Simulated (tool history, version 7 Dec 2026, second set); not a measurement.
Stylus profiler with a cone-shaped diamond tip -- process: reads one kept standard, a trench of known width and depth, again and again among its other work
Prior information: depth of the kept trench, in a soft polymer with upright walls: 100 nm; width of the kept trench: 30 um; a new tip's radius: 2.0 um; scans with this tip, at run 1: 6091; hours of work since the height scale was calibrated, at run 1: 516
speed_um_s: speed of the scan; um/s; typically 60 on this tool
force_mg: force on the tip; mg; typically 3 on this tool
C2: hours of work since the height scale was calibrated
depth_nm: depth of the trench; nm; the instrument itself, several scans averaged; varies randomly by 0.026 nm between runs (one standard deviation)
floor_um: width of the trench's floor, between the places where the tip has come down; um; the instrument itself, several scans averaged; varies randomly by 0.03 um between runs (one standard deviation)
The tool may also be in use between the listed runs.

{"run": 1, "hour": 0.0, "speed_um_s": 60, "force_mg": 3, "scans with this tip": 6091, "C2": 516, "depth_nm": 101.76, "floor_um": 28.31}
{"run": 2, "hour": 21.5, "speed_um_s": 60, "force_mg": 3, "scans with this tip": 6210, "C2": 526, "depth_nm": 101.75, "floor_um": 28.3}
{"run": 3, "hour": 42.2, "speed_um_s": 60, "force_mg": 3, "scans with this tip": 6325, "C2": 536, "depth_nm": 101.73, "floor_um": 28.28}
{"run": 4, "hour": 71.0, "speed_um_s": 60, "force_mg": 3, "scans with this tip": 6485, "C2": 549, "depth_nm": 101.76, "floor_um": 28.26}
{"run": 5, "hour": 89.0, "speed_um_s": 60, "force_mg": 3, "scans with this tip": 6585, "C2": 558, "depth_nm": 101.72, "floor_um": 28.3}
{"run": 6, "hour": 112.5, "speed_um_s": 60, "force_mg": 3, "scans with this tip": 6716, "C2": 569, "depth_nm": 101.69, "floor_um": 28.24}
{"run": 7, "hour": 130.5, "speed_um_s": 107, "force_mg": 3, "scans with this tip": 6816, "C2": 577, "depth_nm": 101.75, "floor_um": 28.17}
{"run": 8, "hour": 159.9, "speed_um_s": 107, "force_mg": 3, "scans with this tip": 6978, "C2": 591, "depth_nm": 101.69, "floor_um": 28.13}
{"run": 9, "hour": 182.9, "speed_um_s": 107, "force_mg": 3, "scans with this tip": 7106, "C2": 602, "depth_nm": 101.65, "floor_um": 28.15}
{"run": 10, "hour": 207.5, "speed_um_s": 107, "force_mg": 3, "scans with this tip": 7243, "C2": 614, "depth_nm": 101.68, "floor_um": 28.13}
{"run": 11, "hour": 239.5, "speed_um_s": 107, "force_mg": 3, "scans with this tip": 7421, "C2": 629, "depth_nm": 101.69, "floor_um": 28.13}
{"run": 12, "hour": 278.4, "speed_um_s": 65, "force_mg": 3, "scans with this tip": 7637, "C2": 647, "depth_nm": 101.7, "floor_um": 28.25}
{"run": 13, "hour": 312.0, "speed_um_s": 60, "force_mg": 1.09, "scans with this tip": 7823, "C2": 663, "depth_nm": 100.74, "floor_um": 28.15}
{"run": 14, "hour": 327.6, "speed_um_s": 60, "force_mg": 1.09, "scans with this tip": 7910, "C2": 670, "depth_nm": 100.79, "floor_um": 28.09}
{"run": 15, "hour": 361.1, "speed_um_s": 122, "force_mg": 1.09, "scans with this tip": 8096, "C2": 686, "depth_nm": 100.72, "floor_um": 27.87}
{"run": 16, "hour": 394.4, "speed_um_s": 178, "force_mg": 3, "scans with this tip": 8281, "C2": 702, "depth_nm": 101.68, "floor_um": 27.96}
{"run": 17, "hour": 421.9, "speed_um_s": 178, "force_mg": 3.69, "scans with this tip": 8434, "C2": 714, "depth_nm": 101.93, "floor_um": 27.96}
{"run": 18, "hour": 441.5, "speed_um_s": 178, "force_mg": 3.69, "scans with this tip": 8542, "C2": 724, "depth_nm": 101.96, "floor_um": 27.91}
{"hour": 445.9, "done": "new tip fitted, height scale calibrated"}
{"run": 19, "hour": 470.7, "speed_um_s": 178, "force_mg": 3.69, "scans with this tip": 138, "C2": 12, "depth_nm": 102.17, "floor_um": 28.38}
{"run": 20, "hour": 501.0, "speed_um_s": 178, "force_mg": 3.69, "scans with this tip": 305, "C2": 26, "depth_nm": 102.13, "floor_um": 28.36}
{"run": 21, "hour": 534.5, "speed_um_s": 178, "force_mg": 3.69, "scans with this tip": 492, "C2": 42, "depth_nm": 102.13, "floor_um": 28.32}
{"run": 22, "hour": 562.4, "speed_um_s": 60, "force_mg": 6.46, "scans with this tip": 647, "C2": 55, "depth_nm": 103.17, "floor_um": 28.64}
{"run": 23, "hour": 600.9, "speed_um_s": 29, "force_mg": 3, "scans with this tip": 860, "C2": 73, "depth_nm": 101.82, "floor_um": 28.63}
{"run": 24, "hour": 626.6, "speed_um_s": 29, "force_mg": 3, "scans with this tip": 1003, "C2": 85, "depth_nm": 101.85, "floor_um": 28.65}
{"run": 25, "hour": 651.7, "speed_um_s": 24, "force_mg": 2.96, "scans with this tip": 1142, "C2": 97, "depth_nm": 101.84, "floor_um": 28.66}
{"run": 26, "hour": 685.6, "speed_um_s": 43, "force_mg": 3, "scans with this tip": 1331, "C2": 113, "depth_nm": 101.82, "floor_um": 28.56}
{"run": 27, "hour": 715.9, "speed_um_s": 35, "force_mg": 2.91, "scans with this tip": 1499, "C2": 127, "depth_nm": 101.77, "floor_um": 28.61}
{"run": 28, "hour": 743.2, "speed_um_s": 19, "force_mg": 1.96, "scans with this tip": 1650, "C2": 140, "depth_nm": 101.31, "floor_um": 28.55}
{"run": 29, "hour": 778.0, "speed_um_s": 66, "force_mg": 8.15, "scans with this tip": 1844, "C2": 156, "depth_nm": 103.64, "floor_um": 28.57}
{"run": 30, "hour": 797.6, "speed_um_s": 20, "force_mg": 8.87, "scans with this tip": 1953, "C2": 165, "depth_nm": 103.81, "floor_um": 28.61}
{"run": 31, "hour": 817.6, "speed_um_s": 20, "force_mg": 8.87, "scans with this tip": 2064, "C2": 175, "depth_nm": 103.83, "floor_um": 28.57}
{"run": 32, "hour": 854.9, "speed_um_s": 210, "force_mg": 1.91, "scans with this tip": 2271, "C2": 192, "depth_nm": 101.3, "floor_um": 28.01}
{"run": 33, "hour": 872.7, "speed_um_s": 109, "force_mg": 6.87, "scans with this tip": 2370, "C2": 201, "depth_nm": 103.17, "floor_um": 28.43}
{"run": 34, "hour": 901.9, "speed_um_s": 24, "force_mg": 3.51, "scans with this tip": 2532, "C2": 214, "depth_nm": 102, "floor_um": 28.59}
{"run": 35, "hour": 940.5, "speed_um_s": 229, "force_mg": 7.68, "scans with this tip": 2746, "C2": 233, "depth_nm": 103.42, "floor_um": 28.26}
{"run": 36, "hour": 979.0, "speed_um_s": 229, "force_mg": 7.68, "scans with this tip": 2960, "C2": 251, "depth_nm": 103.43, "floor_um": 28.27}
{"run": 37, "hour": 1010.8, "speed_um_s": 230, "force_mg": 3.57, "scans with this tip": 3136, "C2": 266, "depth_nm": 101.97, "floor_um": 28.1}
{"run": 38, "hour": 1026.7, "speed_um_s": 230, "force_mg": 3.57, "scans with this tip": 3225, "C2": 273, "depth_nm": 101.97, "floor_um": 28.11}
{"run": 39, "hour": 1058.5, "speed_um_s": 230, "force_mg": 3.57, "scans with this tip": 3401, "C2": 288, "depth_nm": 101.95, "floor_um": 28.09}
{"run": 40, "hour": 1093.1, "speed_um_s": 52, "force_mg": 3.13, "scans with this tip": 3594, "C2": 304, "depth_nm": 101.8, "floor_um": 28.44}
{"run": 41, "hour": 1131.3, "speed_um_s": 104, "force_mg": 1.29, "scans with this tip": 3806, "C2": 322, "depth_nm": 100.93, "floor_um": 28.24}
{"run": 42, "hour": 1153.1, "speed_um_s": 137, "force_mg": 3.1, "scans with this tip": 3926, "C2": 333, "depth_nm": 101.76, "floor_um": 28.26}
{"run": 43, "hour": 1185.1, "speed_um_s": 137, "force_mg": 1.51, "scans with this tip": 4104, "C2": 348, "depth_nm": 101.03, "floor_um": 28.08}
{"run": 44, "hour": 1207.5, "speed_um_s": 69, "force_mg": 3.05, "scans with this tip": 4229, "C2": 358, "depth_nm": 101.72, "floor_um": 28.34}
{"run": 45, "hour": 1235.3, "speed_um_s": 160, "force_mg": 5.95, "scans with this tip": 4383, "C2": 371, "depth_nm": 102.79, "floor_um": 28.26}
{"run": 46, "hour": 1265.5, "speed_um_s": 32, "force_mg": 5.22, "scans with this tip": 4551, "C2": 386, "depth_nm": 102.62, "floor_um": 28.45}
{"run": 47, "hour": 1299.5, "speed_um_s": 32, "force_mg": 5.22, "scans with this tip": 4739, "C2": 402, "depth_nm": 102.57, "floor_um": 28.38}

Below, some changes in depth_nm between adjacent runs. For each, the amount present without the hidden state too (settings, incoming material, random variation) and the amount remaining for the hidden state with gauge scatter not shared by both compared results:
The tool's hidden condition here consists of: radius of the tip, um; height scale over the true one, %; drift of the gauge itself on depth_nm, %; drift of the gauge itself on floor_um, %.
Run 3 -> 4: nothing adjusted, nothing logged. depth_nm +0.03 nm: hidden state -0.02, all else +0.05.
Run 18 -> 19: new tip fitted, height scale calibrated. depth_nm +0.21 nm: hidden state +0.19, all else +0.02.
Run 28 -> 29: speed_um_s 19 -> 66, force_mg 1.96 -> 8.15. depth_nm +2.33 nm: hidden state -0.02, all else +2.35.
Run 31 -> 32: speed_um_s 20 -> 210, force_mg 8.87 -> 1.91. depth_nm -2.53 nm: hidden state -0.01, all else -2.52.
Run 32 -> 33: speed_um_s 210 -> 109, force_mg 1.91 -> 6.87. depth_nm +1.87 nm: hidden state +0, all else +1.87.
